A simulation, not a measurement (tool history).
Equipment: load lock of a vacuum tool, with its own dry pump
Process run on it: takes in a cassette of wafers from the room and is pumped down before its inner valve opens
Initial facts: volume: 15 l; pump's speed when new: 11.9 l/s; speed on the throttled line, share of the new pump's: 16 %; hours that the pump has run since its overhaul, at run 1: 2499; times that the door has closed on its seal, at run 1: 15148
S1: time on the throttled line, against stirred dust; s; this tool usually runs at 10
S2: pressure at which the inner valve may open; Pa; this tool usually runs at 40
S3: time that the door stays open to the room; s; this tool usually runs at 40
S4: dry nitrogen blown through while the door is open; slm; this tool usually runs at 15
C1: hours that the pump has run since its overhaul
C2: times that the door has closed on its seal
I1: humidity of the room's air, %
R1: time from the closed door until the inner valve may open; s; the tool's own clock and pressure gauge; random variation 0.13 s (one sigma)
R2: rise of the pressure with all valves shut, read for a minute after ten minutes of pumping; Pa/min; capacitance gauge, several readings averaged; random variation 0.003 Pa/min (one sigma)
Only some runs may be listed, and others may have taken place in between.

{"run": 1, "hour": 0.0, "S1": 10, "S2": 40, "S3": 40, "S4": 15, "C1": 2499, "C2": 15148, "I1": 46.6, "R1": 18.5, "R2": 0.176}
{"run": 2, "hour": 86.6, "S1": 10, "S2": 40, "S3": 40, "S4": 22, "C1": 2586, "C2": 15367, "I1": 45, "R1": 18.4, "R2": 0.173}
{"run": 3, "hour": 215.0, "S1": 10, "S2": 40, "S3": 40, "S4": 22, "C1": 2714, "C2": 15690, "I1": 46, "R1": 18.4, "R2": 0.174}
{"run": 4, "hour": 312.0, "S1": 10, "S2": 40, "S3": 40, "S4": 22, "C1": 2811, "C2": 15935, "I1": 41, "R1": 18.6, "R2": 0.18}
{"run": 5, "hour": 446.6, "S1": 10, "S2": 40, "S3": 40, "S4": 15, "C1": 2946, "C2": 16274, "I1": 44.4, "R1": 18.6, "R2": 0.185}
{"run": 6, "hour": 598.7, "S1": 10, "S2": 40, "S3": 40, "S4": 38, "C1": 3098, "C2": 16658, "I1": 45.1, "R1": 18.6, "R2": 0.186}
{"run": 7, "hour": 721.6, "S1": 10, "S2": 40, "S3": 40, "S4": 15, "C1": 3221, "C2": 16968, "I1": 44.6, "R1": 18.7, "R2": 0.2}
{"run": 8, "hour": 851.7, "S1": 10, "S2": 40, "S3": 40, "S4": 15, "C1": 3351, "C2": 17296, "I1": 45.6, "R1": 18.8, "R2": 0.205}
{"run": 9, "hour": 1023.2, "S1": 10, "S2": 40, "S3": 33, "S4": 15, "C1": 3523, "C2": 17728, "I1": 44.4, "R1": 18.5, "R2": 0.213}
{"run": 10, "hour": 1134.5, "S1": 10, "S2": 40, "S3": 33, "S4": 15, "C1": 3634, "C2": 18008, "I1": 44.2, "R1": 18.5, "R2": 0.212}
{"run": 11, "hour": 1311.4, "S1": 18, "S2": 40, "S3": 40, "S4": 15, "C1": 3811, "C2": 18455, "I1": 43.8, "R1": 25.3, "R2": 0.225}
{"run": 12, "hour": 1500.1, "S1": 18, "S2": 40, "S3": 40, "S4": 15, "C1": 3999, "C2": 18930, "I1": 45, "R1": 25.3, "R2": 0.242}
{"run": 13, "hour": 1675.5, "S1": 18, "S2": 40, "S3": 40, "S4": 15, "C1": 4175, "C2": 19372, "I1": 47.1, "R1": 25.4, "R2": 0.246}
{"run": 14, "hour": 1818.8, "S1": 18, "S2": 40, "S3": 40, "S4": 15, "C1": 4318, "C2": 19734, "I1": 45.9, "R1": 25.3, "R2": 0.249}
{"run": 15, "hour": 2011.6, "S1": 7, "S2": 50, "S3": 40, "S4": 31, "C1": 4511, "C2": 20220, "I1": 46.3, "R1": 16.1, "R2": 0.257}
{"run": 16, "hour": 2100.2, "S1": 6, "S2": 50, "S3": 40, "S4": 31, "C1": 4600, "C2": 20443, "I1": 47.4, "R1": 15, "R2": 0.262}
{"run": 17, "hour": 2215.4, "S1": 11, "S2": 50, "S3": 40, "S4": 13, "C1": 4715, "C2": 20733, "I1": 44.4, "R1": 19.4, "R2": 0.279}
{"run": 18, "hour": 2430.7, "S1": 11, "S2": 50, "S3": 40, "S4": 13, "C1": 4930, "C2": 21276, "I1": 46, "R1": 19.1, "R2": 0.29}
{"run": 19, "hour": 2546.9, "S1": 11, "S2": 50, "S3": 40, "S4": 13, "C1": 5046, "C2": 21569, "I1": 44.4, "R1": 19.1, "R2": 0.291}
{"run": 20, "hour": 2679.1, "S1": 14, "S2": 40, "S3": 198, "S4": 33, "C1": 5179, "C2": 21903, "I1": 43.2, "R1": 22, "R2": 0.293}
{"run": 21, "hour": 2823.5, "S1": 10, "S2": 35, "S3": 40, "S4": 20, "C1": 5323, "C2": 22266, "I1": 47.4, "R1": 18.7, "R2": 0.306}
{"hour": 2889.6, "done": "door's seal changed, seat wiped"}
{"run": 22, "hour": 2987.4, "S1": 10, "S2": 31, "S3": 93, "S4": 37, "C1": 5485, "C2": 247, "I1": 46.2, "R1": 19.1, "R2": 0.011}
{"run": 23, "hour": 3076.4, "S1": 10, "S2": 31, "S3": 93, "S4": 37, "C1": 5574, "C2": 471, "I1": 43.4, "R1": 19.2, "R2": 0.014}
{"run": 24, "hour": 3177.8, "S1": 10, "S2": 31, "S3": 93, "S4": 37, "C1": 5676, "C2": 727, "I1": 45.9, "R1": 19.1, "R2": 0.013}
{"run": 25, "hour": 3305.9, "S1": 10, "S2": 31, "S3": 93, "S4": 37, "C1": 5804, "C2": 1050, "I1": 44, "R1": 19.1, "R2": 0.02}
{"run": 26, "hour": 3512.7, "S1": 16, "S2": 60, "S3": 93, "S4": 37, "C1": 6011, "C2": 1571, "I1": 43.3, "R1": 23.1, "R2": 0.018}

Each row is a separate what-if for the run after 26, all from the same tool condition, not one after another. Results?
{"run": "A", "hour": 3625.6, "S1": 13, "S2": 40, "S3": 189, "S4": 15, "C1": 6123, "C2": 1856, "I1": 44.2, "R1": "?", "R2": "?"}
{"run": "B", "hour": 3625.6, "S1": 13, "S2": 40, "S3": 135, "S4": 34, "C1": 6123, "C2": 1856, "I1": 46.6, "R1": "?", "R2": "?"}
{"run": "C", "hour": 3625.6, "S1": 10, "S2": 40, "S3": 113, "S4": 15, "C1": 6123, "C2": 1856, "I1": 43.6, "R1": "?", "R2": "?"}
{"run": "D", "hour": 3625.6, "S1": 12, "S2": 40, "S3": 229, "S4": 20, "C1": 6123, "C2": 1856, "I1": 42.9, "R1": "?", "R2": "?"}

run=A R1=21.4 R2=0.027
run=B R1=21.7 R2=0.023
run=C R1=18.9 R2=0.028
run=D R1=20.2 R2=0.03
With the hidden condition removed and each run's random variation left untouched, the same runs would have given:
run=A R1=21 R2=0.02
run=B R1=21.2 R2=0.016
run=C R1=18.4 R2=0.021
run=D R1=19.7 R2=0.024

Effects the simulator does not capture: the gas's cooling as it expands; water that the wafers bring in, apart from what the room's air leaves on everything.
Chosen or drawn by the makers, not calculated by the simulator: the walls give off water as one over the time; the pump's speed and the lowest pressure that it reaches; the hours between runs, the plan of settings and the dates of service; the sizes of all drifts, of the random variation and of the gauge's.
